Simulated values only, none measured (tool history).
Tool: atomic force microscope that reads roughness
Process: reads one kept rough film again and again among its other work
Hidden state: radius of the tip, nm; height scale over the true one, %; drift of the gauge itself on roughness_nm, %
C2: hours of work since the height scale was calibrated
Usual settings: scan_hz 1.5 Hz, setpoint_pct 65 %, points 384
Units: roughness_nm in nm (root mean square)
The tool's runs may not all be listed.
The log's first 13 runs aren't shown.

-- hour=699.8 new tip fitted
run 14 hour=710.2 | scan_hz=1.5 setpoint_pct=65 points=384 | pictures_with_this_tip=25 C2=1347 | roughness_nm=1.065
run 15 hour=775.6 | scan_hz=1.5 setpoint_pct=65 points=598 | pictures_with_this_tip=184 C2=1398 | roughness_nm=1.075
-- hour=824.5 new tip fitted
run 16 hour=837 | scan_hz=0.77 setpoint_pct=65 points=384 | pictures_with_this_tip=30 C2=1445 | roughness_nm=1.08
run 17 hour=902.3 | scan_hz=0.77 setpoint_pct=65 points=384 | pictures_with_this_tip=189 C2=1496 | roughness_nm=1.085
-- hour=944.8 new tip fitted
run 18 hour=952.1 | scan_hz=0.77 setpoint_pct=65 points=384 | pictures_with_this_tip=18 C2=1534 | roughness_nm=1.081
run 19 hour=1009.1 | scan_hz=0.77 setpoint_pct=65 points=384 | pictures_with_this_tip=156 C2=1578 | roughness_nm=1.08
run 20 hour=1052.1 | scan_hz=1.5 setpoint_pct=65 points=384 | pictures_with_this_tip=261 C2=1612 | roughness_nm=1.066
-- hour=1065.5 new tip fitted
run 21 hour=1084.6 | scan_hz=1.5 setpoint_pct=65 points=384 | pictures_with_this_tip=46 C2=1636 | roughness_nm=1.077
run 22 hour=1130.2 | scan_hz=1.5 setpoint_pct=65 points=384 | pictures_with_this_tip=157 C2=1672 | roughness_nm=1.068
-- hour=1186.3 new tip fitted
run 23 hour=1200.4 | scan_hz=1.5 setpoint_pct=65 points=384 | pictures_with_this_tip=35 C2=1726 | roughness_nm=1.072

Run 24 comes next. What will it give?
run 24 hour=1267.6 | scan_hz=1.12 setpoint_pct=65 points=289 | pictures_with_this_tip=198 C2=1778 | roughness_nm=?

roughness_nm: 1.066 nm (root mean square)
Without the tool's hidden state the same run would have given roughness_nm 1.069 nm (root mean square).

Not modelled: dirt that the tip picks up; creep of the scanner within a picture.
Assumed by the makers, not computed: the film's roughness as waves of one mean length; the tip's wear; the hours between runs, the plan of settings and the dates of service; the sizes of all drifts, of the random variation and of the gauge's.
